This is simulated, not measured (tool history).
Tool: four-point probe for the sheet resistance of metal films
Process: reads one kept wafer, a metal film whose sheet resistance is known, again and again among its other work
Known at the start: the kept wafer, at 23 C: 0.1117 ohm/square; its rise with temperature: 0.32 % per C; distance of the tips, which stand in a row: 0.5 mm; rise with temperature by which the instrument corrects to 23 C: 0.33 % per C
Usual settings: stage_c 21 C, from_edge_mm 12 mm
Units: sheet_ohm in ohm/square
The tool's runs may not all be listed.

run 1 day=0.000 | stage_c=21 from_edge_mm=12 | sheet_ohm=0.111862
run 2 day=0.650 | stage_c=21 from_edge_mm=12 | sheet_ohm=0.111835
run 3 day=1.200 | stage_c=21 from_edge_mm=12 | sheet_ohm=0.111841
run 4 day=1.633 | stage_c=21 from_edge_mm=12 | sheet_ohm=0.111846
run 5 day=2.088 | stage_c=21 from_edge_mm=7 | sheet_ohm=0.112081
run 6 day=2.617 | stage_c=21 from_edge_mm=12 | sheet_ohm=0.111897
run 7 day=3.079 | stage_c=21 from_edge_mm=12 | sheet_ohm=0.111864
run 8 day=3.708 | stage_c=21 from_edge_mm=10 | sheet_ohm=0.111931
run 9 day=4.308 | stage_c=21 from_edge_mm=10 | sheet_ohm=0.111926
run 10 day=5.004 | stage_c=21 from_edge_mm=10 | sheet_ohm=0.111922
run 11 day=5.317 | stage_c=21 from_edge_mm=10 | sheet_ohm=0.111915
run 12 day=5.971 | stage_c=29 from_edge_mm=12 | sheet_ohm=0.111829
run 13 day=6.408 | stage_c=29 from_edge_mm=12 | sheet_ohm=0.111837
run 14 day=7.092 | stage_c=21 from_edge_mm=12 | sheet_ohm=0.111876
run 15 day=7.775 | stage_c=21 from_edge_mm=11 | sheet_ohm=0.111933
run 16 day=8.292 | stage_c=21 from_edge_mm=11 | sheet_ohm=0.111935
run 17 day=8.812 | stage_c=21 from_edge_mm=75 | sheet_ohm=0.111787
run 18 day=9.550 | stage_c=22 from_edge_mm=12 | sheet_ohm=0.111882
run 19 day=9.988 | stage_c=22 from_edge_mm=28 | sheet_ohm=0.111842
run 20 day=10.417 | stage_c=21 from_edge_mm=50 | sheet_ohm=0.111830
run 21 day=10.808 | stage_c=21 from_edge_mm=12 | sheet_ohm=0.111915
run 22 day=11.396 | stage_c=21 from_edge_mm=12 | sheet_ohm=0.111925
run 23 day=11.825 | stage_c=21 from_edge_mm=12 | sheet_ohm=0.111938
run 24 day=12.425 | stage_c=21 from_edge_mm=12 | sheet_ohm=0.111971
run 25 day=12.850 | stage_c=21 from_edge_mm=12 | sheet_ohm=0.111911
run 26 day=13.492 | stage_c=33 from_edge_mm=72 | sheet_ohm=0.111762
run 27 day=14.221 | stage_c=25 from_edge_mm=58 | sheet_ohm=0.111810
run 28 day=14.929 | stage_c=25 from_edge_mm=58 | sheet_ohm=0.111805
run 29 day=15.538 | stage_c=20 from_edge_mm=4 | sheet_ohm=0.112789
run 30 day=15.871 | stage_c=21 from_edge_mm=54 | sheet_ohm=0.111864
run 31 day=16.200 | stage_c=29 from_edge_mm=12 | sheet_ohm=0.111880
run 32 day=16.908 | stage_c=19 from_edge_mm=17 | sheet_ohm=0.111900
run 33 day=17.492 | stage_c=19 from_edge_mm=17 | sheet_ohm=0.111894
run 34 day=17.883 | stage_c=21 from_edge_mm=58 | sheet_ohm=0.111865
run 35 day=18.579 | stage_c=21 from_edge_mm=58 | sheet_ohm=0.111853
run 36 day=19.179 | stage_c=21 from_edge_mm=58 | sheet_ohm=0.111870
run 37 day=19.662 | stage_c=24 from_edge_mm=58 | sheet_ohm=0.111824
run 38 day=20.212 | stage_c=24 from_edge_mm=58 | sheet_ohm=0.111833
run 39 day=20.646 | stage_c=21 from_edge_mm=9 | sheet_ohm=0.112058
run 40 day=21.117 | stage_c=24 from_edge_mm=7 | sheet_ohm=0.112165
run 41 day=21.771 | stage_c=24 from_edge_mm=7 | sheet_ohm=0.112175
run 42 day=22.333 | stage_c=19 from_edge_mm=11 | sheet_ohm=0.112007
run 43 day=22.867 | stage_c=23 from_edge_mm=22 | sheet_ohm=0.111867
run 44 day=23.521 | stage_c=23 from_edge_mm=22 | sheet_ohm=0.111900
run 45 day=23.996 | stage_c=23 from_edge_mm=22 | sheet_ohm=0.111895

Forecast each of these 3 alternatives for the next run:
run A day=24.396 | stage_c=20 from_edge_mm=31 | sheet_ohm=?
run B day=24.396 | stage_c=29 from_edge_mm=3 | sheet_ohm=?
run C day=24.396 | stage_c=28 from_edge_mm=17 | sheet_ohm=?

run=A sheet_ohm=0.111886
run=B sheet_ohm=0.113462
run=C sheet_ohm=0.111881
Without the tool's hidden state the same runs would have given:
run=A sheet_ohm=0.111712
run=B sheet_ohm=0.113285
run=C sheet_ohm=0.111707

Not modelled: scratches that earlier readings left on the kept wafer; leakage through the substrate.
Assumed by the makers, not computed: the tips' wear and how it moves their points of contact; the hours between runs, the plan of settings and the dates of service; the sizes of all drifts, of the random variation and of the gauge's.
